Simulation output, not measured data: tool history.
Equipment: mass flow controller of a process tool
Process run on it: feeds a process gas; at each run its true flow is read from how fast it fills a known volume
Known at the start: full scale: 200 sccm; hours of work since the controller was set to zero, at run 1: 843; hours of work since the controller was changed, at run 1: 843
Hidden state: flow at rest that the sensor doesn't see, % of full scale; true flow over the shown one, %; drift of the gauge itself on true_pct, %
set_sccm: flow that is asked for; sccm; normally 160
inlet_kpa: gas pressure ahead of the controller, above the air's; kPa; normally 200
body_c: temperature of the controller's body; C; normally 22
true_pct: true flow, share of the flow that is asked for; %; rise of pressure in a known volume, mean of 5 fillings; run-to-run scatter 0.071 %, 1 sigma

| run | hour | set_sccm | inlet_kpa | body_c | hours of work since the controller was set to zero | hours of work since the controller was changed | true_pct |
|---|---|---|---|---|---|---|---|
| 1 | 0.0 | 160 | 200 | 22 | 843 | 843 | 99.79 |
| 2 | 75.8 | 160 | 274 | 22 | 886 | 886 | 100.19 |
| 3 | 183.3 | 44 | 200 | 22 | 947 | 947 | 98.08 |
| 4 | 273.7 | 160 | 200 | 22 | 999 | 999 | 99.70 |
| 5 | 341.6 | 37 | 200 | 22 | 1038 | 1038 | 98.07 |
| 6 | 473.3 | 160 | 200 | 22 | 1113 | 1113 | 99.77 |
| 7 | 627.8 | 160 | 200 | 22 | 1201 | 1201 | 99.79 |
| 8 | 780.5 | 160 | 200 | 22 | 1288 | 1288 | 99.68 |
| 9 | 935.7 | 160 | 200 | 35 | 1377 | 1377 | 98.46 |
| 10 | 1005.5 | 160 | 200 | 22 | 1417 | 1417 | 99.65 |
| 11 | 1076.5 | 160 | 200 | 22 | 1457 | 1457 | 99.82 |
| 12 | 1217.4 | 159 | 200 | 22 | 1538 | 1538 | 99.70 |
| 13 | 1354.7 | 159 | 200 | 22 | 1616 | 1616 | 99.57 |
| 14 | 1499.6 | 160 | 200 | 22 | 1699 | 1699 | 99.83 |
| 15 | 1650.9 | 160 | 200 | 22 | 1785 | 1785 | 99.73 |
| 16 | 1726.3 | 160 | 200 | 22 | 1828 | 1828 | 99.72 |
| 17 | 1825.9 | 160 | 200 | 22 | 1885 | 1885 | 99.75 |
| 18 | 1918.3 | 160 | 200 | 22 | 1938 | 1938 | 99.88 |
| 19 | 1997.5 | 137 | 200 | 22 | 1983 | 1983 | 99.36 |
| 20 | 2098.1 | 160 | 200 | 22 | 2041 | 2041 | 99.70 |
| 21 | 2212.0 | 160 | 200 | 22 | 2106 | 2106 | 99.75 |
| 22 | 2344.9 | 160 | 200 | 38 | 2182 | 2182 | 98.14 |
| 23 | 2423.8 | 36 | 200 | 22 | 2227 | 2227 | 97.99 |
| 24 | 2489.0 | 36 | 200 | 22 | 2264 | 2264 | 98.08 |
| 25 | 2579.4 | 36 | 173 | 27 | 2315 | 2315 | 97.36 |
| 26 | 2700.6 | 36 | 173 | 27 | 2385 | 2385 | 97.25 |
| 27 | 2851.7 | 160 | 251 | 27 | 2471 | 2471 | 99.62 |
| 28 | 2943.7 | 160 | 251 | 27 | 2523 | 2523 | 99.56 |
| 29 | 3073.8 | 160 | 225 | 31 | 2598 | 2598 | 98.84 |
| 30 | 3152.6 | 44 | 280 | 29 | 2643 | 2643 | 97.85 |
| 31 | 3291.9 | 142 | 158 | 21 | 2722 | 2722 | 99.43 |
| 32 | 3364.2 | 160 | 175 | 39 | 2764 | 2764 | 97.67 |
| 33 | 3461.4 | 175 | 260 | 39 | 2819 | 2819 | 98.54 |
| 34 | 3585.6 | 67 | 246 | 39 | 2890 | 2890 | 96.90 |
| 35 | 3706.5 | 25 | 194 | 25 | 2959 | 2959 | 97.68 |
| 36 | 3846.6 | 21 | 194 | 26 | 3039 | 3039 | 97.40 |
| 37 | 3928.0 | 46 | 265 | 32 | 3085 | 3085 | 97.45 |
| 38 | 4001.8 | 50 | 170 | 22 | 3128 | 3128 | 98.10 |
| 39 | 4131.6 | 58 | 170 | 36 | 3202 | 3202 | 96.68 |
| 40 | 4215.9 | 20 | 190 | 23 | 3250 | 3250 | 97.78 |
| 41 | 4280.8 | 143 | 149 | 32 | 3287 | 3287 | 98.17 |
| 42 | 4399.8 | 143 | 149 | 32 | 3355 | 3355 | 98.18 |
| 43 | 4540.8 | 143 | 149 | 32 | 3435 | 3435 | 98.20 |
| 44 | 4635.8 | 143 | 149 | 32 | 3490 | 3490 | 98.18 |
| 45 | 4785.5 | 198 | 232 | 22 | 3575 | 3575 | 100.59 |
| 46 | 4930.4 | 24 | 200 | 32 | 3658 | 3658 | 96.92 |
| 47 | 5085.4 | 22 | 252 | 21 | 3746 | 3746 | 98.19 |
| 48 | 5222.0 | 43 | 252 | 38 | 3824 | 3824 | 96.74 |

Forecast each of these 3 alternatives for the next run:
| A | 5286.4 | 77 | 220 | 22 | 3861 | 3861 | ? |
| B | 5286.4 | 160 | 170 | 22 | 3861 | 3861 | ? |
| C | 5286.4 | 160 | 214 | 22 | 3861 | 3861 | ? |

| run | true_pct |
|---|---|
| A | 98.75 |
| B | 99.60 |
| C | 99.86 |
Without the tool's hidden state the same runs would have given:
| run | true_pct |
|---|---|
| A | 98.75 |
| B | 99.60 |
| C | 99.86 |

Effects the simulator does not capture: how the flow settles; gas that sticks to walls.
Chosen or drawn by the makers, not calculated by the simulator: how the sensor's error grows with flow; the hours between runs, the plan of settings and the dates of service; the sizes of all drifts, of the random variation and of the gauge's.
